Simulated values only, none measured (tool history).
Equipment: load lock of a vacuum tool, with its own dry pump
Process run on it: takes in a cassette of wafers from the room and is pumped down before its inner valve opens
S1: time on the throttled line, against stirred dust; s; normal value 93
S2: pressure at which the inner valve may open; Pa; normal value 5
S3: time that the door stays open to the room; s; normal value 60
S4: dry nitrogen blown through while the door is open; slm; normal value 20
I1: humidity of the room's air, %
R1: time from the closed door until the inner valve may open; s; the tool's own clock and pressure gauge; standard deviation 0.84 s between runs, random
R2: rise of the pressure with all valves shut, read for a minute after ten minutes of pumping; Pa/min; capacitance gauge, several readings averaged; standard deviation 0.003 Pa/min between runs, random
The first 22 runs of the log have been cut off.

{"run": 23, "hour": 2735.7, "S1": 93, "S2": 5, "S3": 95, "S4": 12, "I1": 46.8, "R1": 129.2, "R2": 0.08}
{"run": 24, "hour": 2907.8, "S1": 93, "S2": 5, "S3": 38, "S4": 12, "I1": 48.5, "R1": 132.3, "R2": 0.05}
{"run": 25, "hour": 3059.4, "S1": 93, "S2": 5, "S3": 38, "S4": 12, "I1": 41.6, "R1": 131, "R2": 0.048}
{"run": 26, "hour": 3202.6, "S1": 70, "S2": 5, "S3": 38, "S4": 24, "I1": 45.8, "R1": 110.7, "R2": 0.048}
{"run": 27, "hour": 3359.4, "S1": 52, "S2": 5, "S3": 52, "S4": 10, "I1": 45.3, "R1": 94.6, "R2": 0.062}
{"run": 28, "hour": 3495.4, "S1": 58, "S2": 6, "S3": 52, "S4": 10, "I1": 46.1, "R1": 100, "R2": 0.056}
{"run": 29, "hour": 3667.5, "S1": 93, "S2": 6, "S3": 60, "S4": 20, "I1": 44.2, "R1": 129.3, "R2": 0.05}
{"run": 30, "hour": 3822.0, "S1": 130, "S2": 5, "S3": 60, "S4": 5, "I1": 45, "R1": 164.1, "R2": 0.072}
{"hour": 3866.7, "done": "door's seal changed, seat wiped"}
{"run": 31, "hour": 3927.2, "S1": 47, "S2": 9, "S3": 60, "S4": 6, "I1": 44.1, "R1": 87, "R2": 0.067}
{"run": 32, "hour": 4058.6, "S1": 47, "S2": 9, "S3": 60, "S4": 6, "I1": 42.3, "R1": 87.8, "R2": 0.063}
{"run": 33, "hour": 4231.5, "S1": 47, "S2": 9, "S3": 60, "S4": 6, "I1": 45, "R1": 88.2, "R2": 0.066}
{"run": 34, "hour": 4327.1, "S1": 47, "S2": 9, "S3": 60, "S4": 6, "I1": 42.9, "R1": 88.6, "R2": 0.064}
{"run": 35, "hour": 4499.7, "S1": 47, "S2": 9, "S3": 60, "S4": 6, "I1": 49.4, "R1": 87, "R2": 0.066}
{"run": 36, "hour": 4586.0, "S1": 47, "S2": 5, "S3": 109, "S4": 6, "I1": 42.8, "R1": 89, "R2": 0.093}
{"run": 37, "hour": 4678.1, "S1": 47, "S2": 5, "S3": 109, "S4": 6, "I1": 43.9, "R1": 90.4, "R2": 0.094}
{"run": 38, "hour": 4783.2, "S1": 47, "S2": 5, "S3": 109, "S4": 6, "I1": 46.5, "R1": 89.5, "R2": 0.097}

Consider 3 possible next runs. They are alternatives, not a sequence: every one starts from the tool as it was left by run 38. What does each give?
{"run": "A", "hour": 4927.3, "S1": 47, "S2": 5, "S3": 155, "S4": 45, "I1": 48.2, "R1": "?", "R2": "?"}
{"run": "B", "hour": 4927.3, "S1": 133, "S2": 5, "S3": 60, "S4": 22, "I1": 42.1, "R1": "?", "R2": "?"}
{"run": "C", "hour": 4927.3, "S1": 93, "S2": 4, "S3": 60, "S4": 20, "I1": 44.9, "R1": "?", "R2": "?"}

run=A R1=89.9 R2=0.067
run=B R1=165.3 R2=0.049
run=C R1=132.7 R2=0.044
What these runs would have given with no unlogged condition in the tool:
run=A R1=89.9 R2=0.067
run=B R1=165.3 R2=0.049
run=C R1=132.7 R2=0.043
